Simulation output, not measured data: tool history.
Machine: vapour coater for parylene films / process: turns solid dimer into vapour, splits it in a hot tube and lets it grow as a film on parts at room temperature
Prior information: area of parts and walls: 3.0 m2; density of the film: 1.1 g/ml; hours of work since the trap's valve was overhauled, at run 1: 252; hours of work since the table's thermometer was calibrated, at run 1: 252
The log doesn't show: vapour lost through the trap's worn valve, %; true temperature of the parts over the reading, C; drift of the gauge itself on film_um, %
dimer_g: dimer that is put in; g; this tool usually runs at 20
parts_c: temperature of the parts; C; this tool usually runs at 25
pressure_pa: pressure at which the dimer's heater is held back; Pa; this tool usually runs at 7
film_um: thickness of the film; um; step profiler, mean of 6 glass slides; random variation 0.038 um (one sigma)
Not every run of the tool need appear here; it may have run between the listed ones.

run	hour	dimer_g	parts_c	pressure_pa	hours of work since the trap's valve was overhauled	hours of work since the table's thermometer was calibrated	film_um
1	0	20	25	7	252	252	3.77
2	38.8	20	25	7	276	276	3.77
3	72.9	20	23	7	298	298	4.09
4	105.5	20	23	7	319	319	4.16
# hour 135.5: trap's valve overhauled
5	143.6	20	23	7	5	341	4.51
6	162.7	20	23	7	17	353	4.51
7	189.8	20	29	7	35	370	3.48
8	218	20	29	7	53	388	3.46
9	255.2	20	29	7	77	412	3.48
10	271.6	20	29	7	87	423	3.4
11	302.3	20	29	7	107	442	3.45
12	319.1	9	36	4.73	117	453	1.24
13	355.7	33	18	8.05	141	476	8.53
14	381.1	20	32	4.16	157	493	3.23
15	408.4	23	32	7.76	174	510	3.37
16	428.8	23	22	5	188	523	5.4
17	464.2	11	23	4.04	210	546	2.59

Consider 3 possible next runs. They are alternatives, not a sequence: every one starts from the tool as it was left by run 17. What does each give?
A	499.8	12	27	8.3	233	569	?
B	499.8	19	23	4.46	233	569	?
C	499.8	14	23	7.21	233	569	?

run	film_um
A	2.13
B	4.32
C	2.92
Take away the tool's hidden state, keep each run's random variation, and the runs would have read:
run	film_um
A	2.24
B	4.55
C	3.08
